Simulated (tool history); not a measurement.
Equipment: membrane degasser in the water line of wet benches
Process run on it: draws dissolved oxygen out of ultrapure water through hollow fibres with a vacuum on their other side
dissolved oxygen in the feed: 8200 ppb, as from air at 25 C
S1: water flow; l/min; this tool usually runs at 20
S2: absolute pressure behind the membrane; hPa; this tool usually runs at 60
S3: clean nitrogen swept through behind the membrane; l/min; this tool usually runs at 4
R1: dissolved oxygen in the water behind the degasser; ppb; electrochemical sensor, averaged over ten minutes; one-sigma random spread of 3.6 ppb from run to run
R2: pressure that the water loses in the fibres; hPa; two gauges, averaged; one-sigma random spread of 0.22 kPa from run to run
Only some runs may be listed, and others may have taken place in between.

run 1 day=0 | S1=20 S2=60 S3=4 | R1=405.8 R2=584.3
run 2 day=5.329 | S1=20 S2=48.7 S3=4 | R1=394.4 R2=585.7
run 3 day=9.962 | S1=20 S2=60 S3=4 | R1=409 R2=586.2
run 4 day=14.104 | S1=20 S2=60 S3=4 | R1=421.2 R2=588.9
run 5 day=19.471 | S1=20 S2=60 S3=4 | R1=408.2 R2=590.3
run 6 day=24.892 | S1=20 S2=60 S3=4 | R1=423 R2=592.9
run 7 day=28.262 | S1=27 S2=60 S3=4 | R1=656.8 R2=795.3
run 8 day=31.458 | S1=27 S2=60 S3=4 | R1=680.9 R2=798.6
run 9 day=35.767 | S1=27 S2=60 S3=4 | R1=664.9 R2=798.2
run 10 day=39.112 | S1=28 S2=60 S3=4 | R1=701.4 R2=831.7
run 11 day=43.017 | S1=20 S2=65.7 S3=4 | R1=437.1 R2=592
run 12 day=45.9 | S1=20 S2=47.7 S3=4 | R1=417.2 R2=597
run 13 day=50.171 | S1=20 S2=47.7 S3=2.95 | R1=425.7 R2=593.4
run 14 day=53.867 | S1=20 S2=47.7 S3=2.95 | R1=421.7 R2=595.6
run 15 day=56.967 | S1=20 S2=119.4 S3=2.95 | R1=529.1 R2=598.1
run 16 day=61.4 | S1=20 S2=119.4 S3=2.95 | R1=547 R2=598.4
run 17 day=66.2 | S1=14 S2=115.7 S3=2.91 | R1=306.9 R2=416.4
run 18 day=70.654 | S1=20 S2=69.2 S3=2.24 | R1=474.8 R2=601.7
run 19 day=75.275 | S1=20 S2=69.2 S3=2.24 | R1=486 R2=601.5
run 20 day=80.092 | S1=23 S2=40.2 S3=6.37 | R1=519.7 R2=689.8
run 21 day=84.054 | S1=23 S2=40.2 S3=6.37 | R1=527.5 R2=689.1
run 22 day=87.7 | S1=23 S2=40.2 S3=6.37 | R1=531.4 R2=690.8
run 23 day=90.192 | S1=15 S2=94.3 S3=2.24 | R1=346.5 R2=452.6
-- day=91.004 seals of the vacuum lines changed
run 24 day=92.621 | S1=30 S2=98 S3=2.4 | R1=929.8 R2=902.5
run 25 day=94.975 | S1=30 S2=98 S3=3.17 | R1=900.5 R2=910.3
run 26 day=100.333 | S1=30 S2=98 S3=3.17 | R1=884 R2=906.4
run 27 day=103.938 | S1=18 S2=60 S3=4.15 | R1=381.4 R2=541.4
run 28 day=107.154 | S1=20 S2=60 S3=2.46 | R1=476 R2=604.5
run 29 day=110.092 | S1=20 S2=60 S3=2.46 | R1=475.2 R2=608.7
run 30 day=114.646 | S1=24 S2=44.3 S3=6.65 | R1=587.8 R2=733
run 31 day=119.571 | S1=24 S2=44.3 S3=6.65 | R1=587.1 R2=736.4
run 32 day=123.854 | S1=24 S2=44.3 S3=6.65 | R1=592.4 R2=732.9

Some steps in R1, run to run, broken into two amounts with sign: the step expected even without the hidden condition (settings, incoming material, random variation), and the rest, left for the hidden condition together with whatever gauge scatter is not in both the measured and the hidden-condition-free result:
Unlogged tool condition in this case: membrane still open, %; true pressure behind the membrane over the reading, kPa; air that leaks in behind the membrane, l/min; drift of the gauge itself on oxygen_ppb, %; drift of the gauge itself on loss_of_pressure_kpa, %.
Run 10 -> 11: S1 28 -> 20, S2 60 -> 65.7. R1 -264.3 ppb: hidden state -26.6, all else -237.7.
Run 22 -> 23: S1 23 -> 15, S2 40.2 -> 94.3, S3 6.37 -> 2.24. R1 -184.9 ppb: hidden state -40.1, all else -144.8.
Run 23 -> 24: S1 15 -> 30, S2 94.3 -> 98, S3 2.24 -> 2.4, seals of the vacuum lines changed. R1 +583.3 ppb: hidden state +70.6, all else +512.7.
Run 26 -> 27: S1 30 -> 18, S2 98 -> 60, S3 3.17 -> 4.15. R1 -502.6 ppb: hidden state -54.3, all else -448.3.
